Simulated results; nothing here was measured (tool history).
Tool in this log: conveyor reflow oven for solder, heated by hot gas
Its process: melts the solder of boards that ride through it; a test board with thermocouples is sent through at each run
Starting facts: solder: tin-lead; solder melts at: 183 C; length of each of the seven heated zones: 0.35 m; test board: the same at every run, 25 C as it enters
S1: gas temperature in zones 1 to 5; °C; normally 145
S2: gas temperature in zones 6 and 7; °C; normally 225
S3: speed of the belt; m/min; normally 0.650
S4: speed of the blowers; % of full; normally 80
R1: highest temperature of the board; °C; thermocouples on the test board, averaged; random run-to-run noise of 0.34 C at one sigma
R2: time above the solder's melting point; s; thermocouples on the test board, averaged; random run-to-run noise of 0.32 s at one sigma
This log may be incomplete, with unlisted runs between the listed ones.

run,hour,S1,S2,S3,S4,R1,R2
1,0.0,145,225,0.650,80,209.1,43.7
2,22.2,145,225,0.650,80,208.6,43.5
3,59.8,146,225,0.650,80,208.1,44.3
4,97.8,145,225,0.742,80,203.5,33.7
5,115.4,145,225,0.742,80,203.8,33.6
6,156.2,145,225,0.742,80,204.1,33.5
7,181.5,145,225,0.742,80,203.7,33.4
8,221.6,145,225,0.742,80,203.6,33.1
# hour 230.5: flux residue cleaned out of gas plates and filters
9,247.6,145,225,0.742,80,203.6,34.0
10,278.0,145,225,0.709,80,206.0,37.4
11,296.6,145,225,0.709,80,205.9,37.6
12,330.5,145,225,0.579,80,211.1,53.3
13,366.3,144,225,0.650,80,207.8,43.2
14,388.6,144,225,0.706,80,205.2,36.7
15,416.4,144,225,0.706,80,205.0,36.6
16,448.0,145,225,0.650,80,207.2,42.8
17,467.9,145,224,0.712,80,204.7,35.3
18,507.8,145,224,0.712,80,204.2,35.8
19,533.7,158,222,0.543,80,211.4,64.5
20,569.6,158,222,0.543,80,211.4,63.4
# hour 591.8: flux residue cleaned out of gas plates and filters
21,603.1,145,237,0.638,80,219.3,52.6
22,640.0,155,235,0.725,80,215.1,46.5
23,661.2,155,235,0.553,80,222.3,67.8
24,689.9,155,235,0.553,62,219.4,65.3
25,718.8,145,229,0.650,80,211.5,46.8
26,736.4,145,229,0.659,80,210.7,45.5
27,767.7,145,229,0.659,80,211.8,45.0
28,789.9,132,229,0.659,80,208.3,38.6
29,811.6,145,236,0.601,80,219.4,56.2
30,832.2,145,236,0.601,80,219.4,56.4
31,866.3,145,236,0.601,80,218.7,56.6
32,883.9,145,236,0.601,80,219.2,56.4

What if the next run were any one of these 3? Each begins from the tool's condition after run 32:
A,904.3,145,213,0.559,80,?,?
B,904.3,151,239,0.601,80,?,?
C,904.3,131,224,0.650,80,?,?

run,R1,R2
A,201.1,44.5
B,222.7,60.9
C,203.5,35.3
Take away the tool's hidden state, keep each run's random variation, and the runs would have read:
run,R1,R2
A,202.5,46.0
B,224.2,61.2
C,205.1,36.7
